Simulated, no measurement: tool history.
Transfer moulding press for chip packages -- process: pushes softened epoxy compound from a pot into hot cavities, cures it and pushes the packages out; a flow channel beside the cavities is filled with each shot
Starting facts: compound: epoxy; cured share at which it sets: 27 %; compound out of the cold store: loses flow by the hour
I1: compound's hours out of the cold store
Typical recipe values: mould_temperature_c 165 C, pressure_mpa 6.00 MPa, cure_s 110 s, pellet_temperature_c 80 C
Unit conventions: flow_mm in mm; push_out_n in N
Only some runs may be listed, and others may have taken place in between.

run 1 hour=0.0 | mould_temperature_c=165 pressure_mpa=6.00 cure_s=110 pellet_temperature_c=80 | I1=14.5 | flow_mm=584 push_out_n=427
run 2 hour=21.1 | mould_temperature_c=165 pressure_mpa=6.00 cure_s=110 pellet_temperature_c=80 | I1=46.3 | flow_mm=508 push_out_n=471
run 3 hour=35.7 | mould_temperature_c=165 pressure_mpa=6.00 cure_s=110 pellet_temperature_c=80 | I1=10.1 | flow_mm=593 push_out_n=584
run 4 hour=47.8 | mould_temperature_c=165 pressure_mpa=6.00 cure_s=110 pellet_temperature_c=80 | I1=43.0 | flow_mm=514 push_out_n=576
run 5 hour=69.9 | mould_temperature_c=165 pressure_mpa=6.00 cure_s=110 pellet_temperature_c=80 | I1=21.3 | flow_mm=560 push_out_n=658
run 6 hour=87.3 | mould_temperature_c=165 pressure_mpa=6.00 cure_s=110 pellet_temperature_c=80 | I1=42.6 | flow_mm=516 push_out_n=675
-- hour=92.4 cavities cleaned with cleaning compound and waxed
run 7 hour=109.6 | mould_temperature_c=167 pressure_mpa=6.00 cure_s=110 pellet_temperature_c=80 | I1=24.0 | flow_mm=556 push_out_n=670
run 8 hour=121.0 | mould_temperature_c=165 pressure_mpa=6.00 cure_s=110 pellet_temperature_c=86 | I1=43.3 | flow_mm=515 push_out_n=730
run 9 hour=137.9 | mould_temperature_c=165 pressure_mpa=6.00 cure_s=110 pellet_temperature_c=86 | I1=29.5 | flow_mm=540 push_out_n=738
-- hour=147.7 cavities cleaned with cleaning compound and waxed, once more
run 10 hour=156.1 | mould_temperature_c=165 pressure_mpa=6.00 cure_s=110 pellet_temperature_c=86 | I1=41.9 | flow_mm=507 push_out_n=433
run 11 hour=171.4 | mould_temperature_c=165 pressure_mpa=6.00 cure_s=110 pellet_temperature_c=86 | I1=32.2 | flow_mm=531 push_out_n=492
run 12 hour=185.9 | mould_temperature_c=165 pressure_mpa=6.00 cure_s=110 pellet_temperature_c=86 | I1=10.4 | flow_mm=583 push_out_n=603
run 13 hour=208.2 | mould_temperature_c=170 pressure_mpa=4.55 cure_s=110 pellet_temperature_c=75 | I1=27.0 | flow_mm=461 push_out_n=501
run 14 hour=225.8 | mould_temperature_c=165 pressure_mpa=4.50 cure_s=110 pellet_temperature_c=80 | I1=17.3 | flow_mm=483 push_out_n=705
-- hour=239.9 cavities cleaned with cleaning compound and waxed
run 15 hour=249.4 | mould_temperature_c=159 pressure_mpa=6.15 cure_s=110 pellet_temperature_c=80 | I1=32.2 | flow_mm=544 push_out_n=711
run 16 hour=269.5 | mould_temperature_c=159 pressure_mpa=6.15 cure_s=110 pellet_temperature_c=80 | I1=34.1 | flow_mm=535 push_out_n=813
run 17 hour=283.1 | mould_temperature_c=165 pressure_mpa=5.84 cure_s=105 pellet_temperature_c=80 | I1=13.7 | flow_mm=553 push_out_n=694
run 18 hour=301.8 | mould_temperature_c=165 pressure_mpa=5.84 cure_s=105 pellet_temperature_c=80 | I1=29.8 | flow_mm=515 push_out_n=718
run 19 hour=311.4 | mould_temperature_c=165 pressure_mpa=5.84 cure_s=105 pellet_temperature_c=80 | I1=37.7 | flow_mm=499 push_out_n=696
run 20 hour=328.2 | mould_temperature_c=164 pressure_mpa=6.00 cure_s=110 pellet_temperature_c=76 | I1=42.0 | flow_mm=497 push_out_n=709
-- hour=331.6 cavities cleaned with cleaning compound and waxed
run 21 hour=340.6 | mould_temperature_c=164 pressure_mpa=6.00 cure_s=105 pellet_temperature_c=76 | I1=21.9 | flow_mm=539 push_out_n=574
run 22 hour=350.0 | mould_temperature_c=168 pressure_mpa=5.47 cure_s=110 pellet_temperature_c=80 | I1=28.1 | flow_mm=492 push_out_n=446
run 23 hour=365.2 | mould_temperature_c=165 pressure_mpa=4.94 cure_s=110 pellet_temperature_c=80 | I1=46.2 | flow_mm=441 push_out_n=567

Alternative continuations, all from the tool just after run 23; predict every row:
run A hour=378.5 | mould_temperature_c=169 pressure_mpa=6.60 cure_s=110 pellet_temperature_c=80 | I1=31.7 | flow_mm=? push_out_n=?
run B hour=378.5 | mould_temperature_c=165 pressure_mpa=4.94 cure_s=116 pellet_temperature_c=85 | I1=42.2 | flow_mm=? push_out_n=?
run C hour=378.5 | mould_temperature_c=172 pressure_mpa=5.10 cure_s=110 pellet_temperature_c=80 | I1=41.3 | flow_mm=? push_out_n=?
run D hour=378.5 | mould_temperature_c=165 pressure_mpa=6.80 cure_s=106 pellet_temperature_c=84 | I1=41.3 | flow_mm=? push_out_n=?

run=A flow_mm=530 push_out_n=504
run=B flow_mm=445 push_out_n=543
run=C flow_mm=445 push_out_n=445
run=D flow_mm=521 push_out_n=652
The same runs, with their run-to-run variation unchanged, on a tool lacking any hidden condition would have given:
run=A flow_mm=570 push_out_n=339
run=B flow_mm=479 push_out_n=362
run=C flow_mm=478 push_out_n=303
run=D flow_mm=560 push_out_n=429

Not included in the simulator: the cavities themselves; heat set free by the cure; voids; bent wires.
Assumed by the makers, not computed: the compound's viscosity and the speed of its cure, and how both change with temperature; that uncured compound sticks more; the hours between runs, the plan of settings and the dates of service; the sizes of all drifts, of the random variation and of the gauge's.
